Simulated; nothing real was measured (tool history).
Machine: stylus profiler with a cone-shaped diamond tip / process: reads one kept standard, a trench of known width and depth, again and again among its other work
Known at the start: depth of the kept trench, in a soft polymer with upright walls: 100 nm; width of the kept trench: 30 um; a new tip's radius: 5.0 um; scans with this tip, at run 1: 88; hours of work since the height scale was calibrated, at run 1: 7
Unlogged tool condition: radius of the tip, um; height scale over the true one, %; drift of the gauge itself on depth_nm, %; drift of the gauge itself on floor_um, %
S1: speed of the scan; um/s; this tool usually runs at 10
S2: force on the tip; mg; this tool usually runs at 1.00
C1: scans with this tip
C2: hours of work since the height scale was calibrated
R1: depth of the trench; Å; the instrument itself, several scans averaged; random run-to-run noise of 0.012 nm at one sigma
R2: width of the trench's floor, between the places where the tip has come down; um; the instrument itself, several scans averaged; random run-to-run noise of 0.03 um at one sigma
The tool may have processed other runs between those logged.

run 1 hour=0.0 | S1=10 S2=1.00 | C1=88 C2=7 | R1=1008.7 R2=28.02
run 2 hour=27.2 | S1=10 S2=1.00 | C1=288 C2=22 | R1=1008.5 R2=28.03
run 3 hour=60.2 | S1=10 S2=1.00 | C1=531 C2=41 | R1=1008.6 R2=27.99
run 4 hour=90.0 | S1=3 S2=1.00 | C1=751 C2=58 | R1=1008.7 R2=27.97
run 5 hour=116.6 | S1=3 S2=1.01 | C1=947 C2=74 | R1=1008.9 R2=27.88
run 6 hour=143.5 | S1=10 S2=1.00 | C1=1145 C2=89 | R1=1008.9 R2=27.84
run 7 hour=166.5 | S1=10 S2=1.00 | C1=1315 C2=102 | R1=1008.9 R2=27.92
run 8 hour=195.0 | S1=10 S2=1.00 | C1=1525 C2=118 | R1=1009.1 R2=27.84
run 9 hour=225.0 | S1=10 S2=1.00 | C1=1746 C2=136 | R1=1009.0 R2=27.84
run 10 hour=243.7 | S1=10 S2=1.00 | C1=1883 C2=146 | R1=1009.0 R2=27.81
-- hour=246.3 height scale calibrated on a step standard
run 11 hour=276.4 | S1=10 S2=1.00 | C1=2121 C2=17 | R1=1009.0 R2=27.83
-- hour=312.6 height scale calibrated on a step standard, once more
run 12 hour=312.6 | S1=10 S2=1.00 | C1=2384 C2=0 | R1=1008.7 R2=27.78
run 13 hour=327.5 | S1=10 S2=1.00 | C1=2493 C2=9 | R1=1008.4 R2=27.71
run 14 hour=342.9 | S1=2 S2=0.88 | C1=2607 C2=17 | R1=1008.3 R2=27.76
run 15 hour=369.4 | S1=5 S2=0.58 | C1=2802 C2=33 | R1=1006.1 R2=27.70
run 16 hour=401.4 | S1=5 S2=1.90 | C1=3038 C2=51 | R1=1013.2 R2=27.66
run 17 hour=419.3 | S1=3 S2=0.38 | C1=3170 C2=61 | R1=1004.6 R2=27.75
run 18 hour=446.1 | S1=22 S2=0.75 | C1=3367 C2=76 | R1=1007.6 R2=27.59
run 19 hour=477.0 | S1=22 S2=0.75 | C1=3594 C2=94 | R1=1007.4 R2=27.57
run 20 hour=512.1 | S1=10 S2=1.32 | C1=3853 C2=114 | R1=1010.6 R2=27.60
run 21 hour=543.2 | S1=7 S2=0.78 | C1=4082 C2=132 | R1=1007.6 R2=27.56
run 22 hour=566.8 | S1=33 S2=0.63 | C1=4256 C2=145 | R1=1006.7 R2=27.48

Here are 5 independent what-if runs from the current tool condition. What would each one return?
run A hour=584.7 | S1=33 S2=0.50 | C1=4388 C2=156 | R1=? R2=?
run B hour=584.7 | S1=10 S2=0.60 | C1=4388 C2=156 | R1=? R2=?
run C hour=584.7 | S1=34 S2=0.35 | C1=4388 C2=156 | R1=? R2=?
run D hour=584.7 | S1=7 S2=0.50 | C1=4388 C2=156 | R1=? R2=?
run E hour=584.7 | S1=21 S2=1.43 | C1=4388 C2=156 | R1=? R2=?

run=A R1=1005.7 R2=27.51
run=B R1=1006.7 R2=27.56
run=C R1=1004.5 R2=27.45
run=D R1=1005.8 R2=27.55
run=E R1=1011.1 R2=27.57
Take away the tool's hidden state, keep each run's random variation, and the runs would have read:
run=A R1=1005.2 R2=27.92
run=B R1=1006.2 R2=27.97
run=C R1=1004.0 R2=27.86
run=D R1=1005.3 R2=27.96
run=E R1=1010.6 R2=27.98
